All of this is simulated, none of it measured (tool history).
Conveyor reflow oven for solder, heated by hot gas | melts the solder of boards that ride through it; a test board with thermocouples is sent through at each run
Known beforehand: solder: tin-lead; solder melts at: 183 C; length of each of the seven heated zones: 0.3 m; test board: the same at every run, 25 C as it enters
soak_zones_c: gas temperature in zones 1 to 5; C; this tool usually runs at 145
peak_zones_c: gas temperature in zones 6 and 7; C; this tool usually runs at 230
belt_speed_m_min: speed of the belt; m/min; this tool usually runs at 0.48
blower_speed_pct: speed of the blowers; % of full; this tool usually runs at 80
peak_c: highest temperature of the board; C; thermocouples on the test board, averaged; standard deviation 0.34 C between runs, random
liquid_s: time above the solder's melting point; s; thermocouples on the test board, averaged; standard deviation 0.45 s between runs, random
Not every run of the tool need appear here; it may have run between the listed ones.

| run | hour | soak_zones_c | peak_zones_c | belt_speed_m_min | blower_speed_pct | peak_c | liquid_s |
|---|---|---|---|---|---|---|---|
| 1 | 0 | 145 | 230 | 0.48 | 80 | 221.5 | 62.8 |
| 2 | 16.8 | 148 | 230 | 0.48 | 80 | 221.8 | 64.4 |
| 3 | 25.4 | 148 | 230 | 0.48 | 80 | 221.3 | 64.1 |
| 4 | 37.6 | 146 | 230 | 0.48 | 80 | 221.5 | 64 |
| 5 | 55.3 | 146 | 230 | 0.48 | 80 | 221.1 | 63.4 |
| 6 | 65.4 | 145 | 230 | 0.48 | 80 | 221.4 | 63.5 |
| 7 | 79.1 | 145 | 230 | 0.48 | 80 | 221.5 | 62.7 |
| 8 | 89.4 | 141 | 236 | 0.576 | 68 | 219.1 | 48.4 |
| 9 | 102.9 | 141 | 236 | 0.576 | 68 | 219.6 | 48.8 |
| 10 | 113.8 | 141 | 236 | 0.444 | 63 | 225.5 | 69.4 |
| 11 | 127.7 | 146 | 218 | 0.407 | 80 | 213.4 | 70.4 |

Predict each of these 4 candidate next runs independently; none follows another, all start after run 11:
| A | 138.9 | 148 | 233 | 0.407 | 73 | ? | ? |
| B | 138.9 | 157 | 218 | 0.417 | 78 | ? | ? |
| C | 138.9 | 139 | 218 | 0.462 | 80 | ? | ? |
| D | 138.9 | 156 | 230 | 0.48 | 80 | ? | ? |

| run | peak_c | liquid_s |
|---|---|---|
| A | 227 | 79.4 |
| B | 213.1 | 74.4 |
| C | 210.3 | 56.4 |
| D | 222.8 | 68 |
Take away the tool's hidden state, keep each run's random variation, and the runs would have read:
| run | peak_c | liquid_s |
|---|---|---|
| A | 227 | 79.4 |
| B | 213.2 | 74.4 |
| C | 210.4 | 56.5 |
| D | 222.8 | 68 |

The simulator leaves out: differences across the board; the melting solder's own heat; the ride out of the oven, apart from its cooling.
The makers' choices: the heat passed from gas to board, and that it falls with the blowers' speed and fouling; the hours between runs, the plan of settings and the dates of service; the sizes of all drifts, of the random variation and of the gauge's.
